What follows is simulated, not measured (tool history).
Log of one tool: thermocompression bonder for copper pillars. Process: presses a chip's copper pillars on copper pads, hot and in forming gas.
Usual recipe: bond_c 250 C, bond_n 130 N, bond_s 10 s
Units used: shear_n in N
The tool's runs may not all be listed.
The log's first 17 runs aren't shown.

run,day,bond_c,bond_n,bond_s,shear_n
18,21.092,241,130,10,51.0
19,22.842,268,130,14,81.4
20,23.646,268,130,14,79.2
21,24.804,272,84,6,44.2
22,26.625,233,96,12,36.2
23,28.571,233,96,12,36.4
24,29.475,233,96,12,37.0
25,31.042,233,96,12,36.9
# day 31.242: forming gas filter changed
# day 32.288: heater calibrated with a thermocouple chip
26,33.062,250,85,10,49.1
27,34.300,252,127,7,60.7
28,35.783,252,127,7,60.7
29,37.542,251,131,12,72.6
30,39.029,240,152,22,86.2
31,39.896,231,130,10,53.5
32,41.329,231,172,27,87.1
33,42.554,231,172,27,88.3
34,44.275,250,90,22,64.0
35,45.879,234,178,17,80.4

Alternative continuations, all from the tool just after run 35; predict every row:
A,46.971,267,178,17,?
B,46.971,263,121,19,?
C,46.971,237,130,10,?
D,46.971,232,80,16,?

run,shear_n
A,105.4
B,88.1
C,55.8
D,40.3
Without the tool's unlogged condition, the same runs would have read:
run,shear_n
A,106.9
B,89.1
C,56.3
D,40.7
